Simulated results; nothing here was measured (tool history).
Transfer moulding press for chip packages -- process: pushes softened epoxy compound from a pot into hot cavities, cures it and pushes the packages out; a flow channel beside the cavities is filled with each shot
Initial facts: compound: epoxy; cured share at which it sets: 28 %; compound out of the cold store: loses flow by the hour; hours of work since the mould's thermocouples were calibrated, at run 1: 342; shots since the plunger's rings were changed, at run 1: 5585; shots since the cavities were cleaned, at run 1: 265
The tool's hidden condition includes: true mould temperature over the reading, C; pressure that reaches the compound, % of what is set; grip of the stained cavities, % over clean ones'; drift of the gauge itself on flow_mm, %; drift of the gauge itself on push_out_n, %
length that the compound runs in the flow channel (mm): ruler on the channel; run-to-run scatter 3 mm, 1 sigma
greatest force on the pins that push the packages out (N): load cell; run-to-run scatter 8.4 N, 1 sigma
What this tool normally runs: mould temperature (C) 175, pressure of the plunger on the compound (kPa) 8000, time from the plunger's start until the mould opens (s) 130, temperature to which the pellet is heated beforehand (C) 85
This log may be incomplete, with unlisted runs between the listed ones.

run   hour  mould temperature (C)  pressure of the plunger on the compound (kPa)  time from the plunger's start until the mould opens (s)  temperature to which the pellet is heated beforehand (C)  hours of work since the mould's thermocouples were calibrated  shots since the plunger's rings were changed  shots since the cavities were cleaned  incoming compound's hours out of the cold store  length that the compound runs in the flow channel (mm)  greatest force on the pins that push the packages out (N)
  1    0.0                    175                                           8000                                                      130                                                        85                                                            342                                          5585                                    265                                             18.6                                                     654                                                        472
  2   10.0                    175                                           8000                                                      130                                                        85                                                            350                                          5694                                    374                                             45.8                                                     567                                                        523
      15.4  -- cavities cleaned with cleaning compound and waxed
  3   20.7                    175                                           7050                                                      130                                                        85                                                            357                                          5795                                     58                                             22.9                                                     603                                                        381
  4   27.2                    175                                           8000                                                      153                                                        85                                                            362                                          5867                                    130                                             16.7                                                     660                                                        413
  5   37.2                    175                                           8000                                                      153                                                        85                                                            370                                          5976                                    239                                             34.6                                                     599                                                        437
  6   47.5                    175                                           8000                                                      130                                                        77                                                            379                                          6088                                    351                                             40.4                                                     584                                                        498
      55.6  -- plunger's sealing rings changed
      57.7  -- cavities cleaned with cleaning compound and waxed
  7   59.0                    175                                           8000                                                      130                                                        77                                                            385                                            21                                     14                                             28.2                                                     652                                                        397
  8   71.0                    175                                           8000                                                      130                                                        78                                                            394                                           153                                    146                                              9.8                                                     716                                                        462
  9   78.9                    175                                           8000                                                      130                                                        78                                                            400                                           239                                    232                                              9.5                                                     724                                                        483
 10   87.5                    175                                           8000                                                      130                                                        85                                                            407                                           334                                    327                                             41.0                                                     604                                                        500
      97.2  -- cavities cleaned with cleaning compound and waxed
 11   97.2                    175                                           8000                                                      130                                                        85                                                            414                                           424                                      0                                             35.0                                                     628                                                        377
 12  107.7                    175                                           8000                                                      130                                                        85                                                            422                                           539                                    115                                             16.4                                                     697                                                        435
 13  116.7                    175                                           8000                                                      130                                                        82                                                            429                                           638                                    214                                              8.6                                                     724                                                        485
 14  122.9                    175                                           8000                                                      130                                                        82                                                            434                                           705                                    281                                             28.1                                                     650                                                        510
 15  132.2                    175                                           8000                                                      130                                                        82                                                            442                                           808                                    384                                             35.5                                                     628                                                        497
     136.9  -- cavities cleaned with cleaning compound and waxed
 16  139.8                    174                                           7910                                                      160                                                        87                                                            447                                           874                                     32                                             39.2                                                     608                                                        378
 17  149.8                    174                                           7910                                                      160                                                        87                                                            455                                           984                                    142                                             23.2                                                     667                                                        416
 18  161.0                    175                                           8150                                                      130                                                        80                                                            464                                          1107                                    265                                             36.8                                                     625                                                        472
 19  171.6                    176                                           6200                                                      130                                                        85                                                            472                                          1222                                    380                                             18.0                                                     594                                                        505
     176.4  -- cavities cleaned with cleaning compound and waxed
 20  180.2                    178                                           8950                                                      130                                                        85                                                            478                                          1300                                     42                                             40.8                                                     632                                                        385
 21  191.8                    175                                           8000                                                      130                                                        79                                                            487                                          1427                                    169                                              9.2                                                     716                                                        476
 22  200.3                    175                                           8000                                                      130                                                        79                                                            494                                          1520                                    262                                             24.0                                                     656                                                        506
 23  205.7                    175                                           8000                                                      130                                                        79                                                            498                                          1579                                    321                                             19.1                                                     684                                                        516
 24  213.4                    175                                           8000                                                      130                                                        93                                                            504                                          1664                                    406                                             36.5                                                     615                                                        518
     216.6  -- cavities cleaned with cleaning compound and waxed
     220.3  -- mould's thermocouples calibrated
 25  225.6                    175                                           9940                                                      164                                                        82                                                              4                                          1759                                     77                                             30.3                                                     710                                                        371
 26  237.3                    175                                           9940                                                      164                                                        82                                                             14                                          1887                                    205                                             13.6                                                     776                                                        421
 27  244.4                    175                                           7590                                                      153                                                        85                                                             19                                          1965                                    283                                             34.9                                                     600                                                        434
 28  251.9                    167                                           8890                                                      153                                                        94                                                             25                                          2047                                    365                                             15.6                                                     759                                                        574

Below, some changes in length that the compound runs in the flow channel (mm) between adjacent runs. For each, the amount present without the hidden state too (settings, incoming material, random variation) and the amount remaining for the hidden state with gauge scatter not shared by both compared results:
Run 6 -> 7: plunger's sealing rings changed, cavities cleaned with cleaning compound and waxed. length that the compound runs in the flow channel (mm) +68: hidden state +32, all else +36.
Run 24 -> 25: pressure of the plunger on the compound (kPa) 8000 -> 9940, time from the plunger's start until the mould opens (s) 130 -> 164, temperature to which the pellet is heated beforehand (C) 93 -> 82, cavities cleaned with cleaning compound and waxed, mould's thermocouples calibrated. length that the compound runs in the flow channel (mm) +95: hidden state -5, all else +100.
Run 26 -> 27: pressure of the plunger on the compound (kPa) 9940 -> 7590, time from the plunger's start until the mould opens (s) 164 -> 153, temperature to which the pellet is heated beforehand (C) 82 -> 85. length that the compound runs in the flow channel (mm) -176: hidden state +3, all else -179.
Run 27 -> 28: mould temperature (C) 175 -> 167, pressure of the plunger on the compound (kPa) 7590 -> 8890, temperature to which the pellet is heated beforehand (C) 85 -> 94. length that the compound runs in the flow channel (mm) +159: hidden state -3, all else +162.

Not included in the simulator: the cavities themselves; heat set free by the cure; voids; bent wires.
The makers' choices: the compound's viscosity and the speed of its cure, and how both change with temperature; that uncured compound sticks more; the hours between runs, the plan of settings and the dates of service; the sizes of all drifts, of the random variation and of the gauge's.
